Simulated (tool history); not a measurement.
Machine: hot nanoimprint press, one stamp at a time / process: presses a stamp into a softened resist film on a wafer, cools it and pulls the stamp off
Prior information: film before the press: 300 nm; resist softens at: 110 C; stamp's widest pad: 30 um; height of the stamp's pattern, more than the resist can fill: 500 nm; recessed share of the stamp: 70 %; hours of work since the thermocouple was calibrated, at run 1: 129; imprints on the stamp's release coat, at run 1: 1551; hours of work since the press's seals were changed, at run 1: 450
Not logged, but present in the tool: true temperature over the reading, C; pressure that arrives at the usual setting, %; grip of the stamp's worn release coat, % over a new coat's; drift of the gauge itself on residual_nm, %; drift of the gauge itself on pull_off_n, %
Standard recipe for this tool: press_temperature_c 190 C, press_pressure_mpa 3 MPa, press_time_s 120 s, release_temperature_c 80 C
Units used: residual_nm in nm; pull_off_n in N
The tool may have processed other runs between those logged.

| run | hour | press_temperature_c | press_pressure_mpa | press_time_s | release_temperature_c | hours of work since the thermocouple was calibrated | imprints on the stamp's release coat | hours of work since the press's seals were changed | residual_nm | pull_off_n |
|---|---|---|---|---|---|---|---|---|---|---|
| 1 | 0 | 190 | 3 | 120 | 80 | 129 | 1551 | 450 | 117.1 | 113.5 |
| 2 | 19.3 | 190 | 3 | 135 | 80 | 142 | 1615 | 463 | 112 | 116.6 |
| 3 | 46.9 | 190 | 3 | 135 | 80 | 161 | 1705 | 482 | 111.3 | 115.2 |
| 4 | 68.2 | 195 | 3 | 120 | 80 | 175 | 1775 | 497 | 98 | 116.2 |
|  | 92.7 | stamp cleaned and given a new release coat |
| 5 | 103.3 | 195 | 3 | 120 | 80 | 195 | 35 | 517 | 98.1 | 96 |
| 6 | 126.2 | 195 | 3 | 120 | 80 | 211 | 110 | 532 | 97.6 | 96.4 |
| 7 | 156.2 | 195 | 3 | 120 | 80 | 232 | 208 | 553 | 97.8 | 97.3 |
| 8 | 171.1 | 181 | 3 | 120 | 80 | 242 | 257 | 563 | 158.2 | 98.1 |
| 9 | 196.3 | 190 | 3 | 120 | 80 | 259 | 339 | 580 | 115.4 | 98.8 |
| 10 | 224.1 | 190 | 3 | 120 | 80 | 278 | 431 | 599 | 115.3 | 101 |
| 11 | 251.9 | 190 | 3 | 120 | 80 | 297 | 522 | 618 | 114.9 | 98.5 |
| 12 | 279.4 | 190 | 3 | 120 | 80 | 316 | 612 | 637 | 114.7 | 100.1 |
| 13 | 298.9 | 190 | 3 | 120 | 80 | 329 | 675 | 650 | 114.3 | 100.9 |
| 14 | 320.9 | 190 | 2 | 120 | 80 | 344 | 747 | 666 | 137.2 | 102.3 |
| 15 | 338.1 | 190 | 2 | 120 | 80 | 356 | 804 | 677 | 137.1 | 103.9 |
| 16 | 352.2 | 190 | 3 | 120 | 80 | 366 | 850 | 687 | 114.3 | 104 |
| 17 | 381.8 | 196 | 3 | 163 | 66 | 386 | 947 | 707 | 81.5 | 133.7 |
| 18 | 405.7 | 196 | 3 | 163 | 66 | 403 | 1025 | 724 | 81.2 | 134.8 |
| 19 | 432.5 | 196 | 3 | 74 | 81 | 421 | 1113 | 742 | 113 | 105.8 |
| 20 | 460.3 | 181 | 3 | 74 | 70 | 440 | 1204 | 761 | 181.7 | 129.8 |
| 21 | 473.6 | 196 | 2.25 | 227 | 80 | 449 | 1247 | 770 | 81.1 | 108.1 |
|  | 487.2 | plate thermocouple calibrated |
| 22 | 489.6 | 196 | 4.18 | 227 | 83 | 2 | 1290 | 779 | 62 | 105.9 |
| 23 | 517.6 | 194 | 1.91 | 85 | 70 | 21 | 1382 | 798 | 145.3 | 135.8 |
| 24 | 541.4 | 190 | 3 | 120 | 80 | 37 | 1460 | 815 | 118.4 | 111.9 |
| 25 | 571.5 | 185 | 3 | 120 | 80 | 58 | 1558 | 835 | 140.8 | 113.7 |
| 26 | 598.9 | 190 | 4.35 | 120 | 88 | 76 | 1648 | 854 | 98.9 | 96.7 |
| 27 | 625.3 | 190 | 3.68 | 91 | 80 | 95 | 1734 | 872 | 120.2 | 116.2 |
| 28 | 654.1 | 190 | 3.68 | 91 | 80 | 114 | 1829 | 892 | 119.7 | 117.1 |
|  | 662 | stamp cleaned and given a new release coat |
| 29 | 686.2 | 194 | 3.68 | 91 | 80 | 132 | 79 | 910 | 104.6 | 97.1 |
| 30 | 700.9 | 194 | 3.68 | 91 | 80 | 142 | 127 | 920 | 104 | 96.3 |
| 31 | 716.1 | 190 | 3 | 120 | 73 | 153 | 177 | 930 | 117.1 | 112.1 |

Hidden condition of the tool, last listed run before each entry between runs versus first listed run after:
Between runs 4 and 5: stamp cleaned and given a new release coat (hour 92.7)
  true temperature over the reading, C: 0.56 -> 0.63; pressure that arrives at the usual setting, %: 98.92 -> 98.87; grip of the stamp's worn release coat, % over a new coat's: 21.4 -> 0.4
  difference, measured minus the result without the unlogged condition, residual_nm: -1.3 -> -1.5 nm; pull_off_n: +19.4 -> -0.9 N
Between runs 21 and 22: plate thermocouple calibrated (hour 487.2)
  true temperature over the reading, C: 1.52 -> 0.05; pressure that arrives at the usual setting, %: 98.27 -> 98.25; grip of the stamp's worn release coat, % over a new coat's: 14.9 -> 15.4
  difference, measured minus the result without the unlogged condition, residual_nm: -3.7 -> +0.7 nm; pull_off_n: +11.1 -> +14 N
Between runs 28 and 29: stamp cleaned and given a new release coat (hour 662)
  true temperature over the reading, C: 0.43 -> 0.49; pressure that arrives at the usual setting, %: 97.99 -> 97.95; grip of the stamp's worn release coat, % over a new coat's: 22.1 -> 0.9
  difference, measured minus the result without the unlogged condition, residual_nm: -0.4 -> -0.5 nm; pull_off_n: +20.4 -> +0 N

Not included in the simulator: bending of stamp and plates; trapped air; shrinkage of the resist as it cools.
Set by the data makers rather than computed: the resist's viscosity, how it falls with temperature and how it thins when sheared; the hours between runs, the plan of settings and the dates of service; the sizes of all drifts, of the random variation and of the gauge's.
